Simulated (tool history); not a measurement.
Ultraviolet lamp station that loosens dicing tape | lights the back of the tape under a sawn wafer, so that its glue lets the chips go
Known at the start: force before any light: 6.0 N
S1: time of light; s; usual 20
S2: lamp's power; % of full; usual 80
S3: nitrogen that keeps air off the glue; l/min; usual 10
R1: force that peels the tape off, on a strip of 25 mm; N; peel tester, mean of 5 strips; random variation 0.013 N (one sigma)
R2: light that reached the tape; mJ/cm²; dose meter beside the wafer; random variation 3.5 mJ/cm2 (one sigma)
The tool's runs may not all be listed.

run,hour,S1,S2,S3,R1,R2
1,0,20,80,10,1.023,441
2,25.3,20,80,10,1.013,434
3,40.2,20,80,10,1.064,436
4,59.1,20,80,10,1.024,435
5,76.8,20,80,4,1.862,433
6,104.6,20,80,10,1.105,429
7,136.5,20,80,10,1.098,425
8,161.4,20,76,10,1.22,400
9,180.7,20,80,10,1.142,420
10,209,26,97,7,0.634,651
11,226.8,26,96,7,0.663,646
12,254,26,96,7,0.68,633
13,273.6,11,80,3,3.344,224
14,305.2,13,80,7,2.447,260
15,330.3,13,80,15,1.787,255
# hour 342.6: lamp changed
16,354.7,31,89,14,0.15,927
# hour 368.5: window cleaned of glue's vapour
17,381.9,40,61,14,0.176,868

The same runs without the tool's hidden state, with the same run-to-run variation:
The hidden state here: lamp's light, % of a new lamp's; light that the window lets through, % of a clean one's; drift of the gauge itself on peel_n, %; drift of the gauge itself on dose_mj_cm2, %.
run,R1,R2
1,0.612,577
2,0.598,573
3,0.625,578
4,0.594,579
5,1.245,578
6,0.621,581
7,0.609,581
8,0.685,551
9,0.616,583
10,0.287,911
11,0.299,909
12,0.304,900
13,2.632,320
14,1.635,376
15,1.045,372
16,0.127,998
17,0.171,879

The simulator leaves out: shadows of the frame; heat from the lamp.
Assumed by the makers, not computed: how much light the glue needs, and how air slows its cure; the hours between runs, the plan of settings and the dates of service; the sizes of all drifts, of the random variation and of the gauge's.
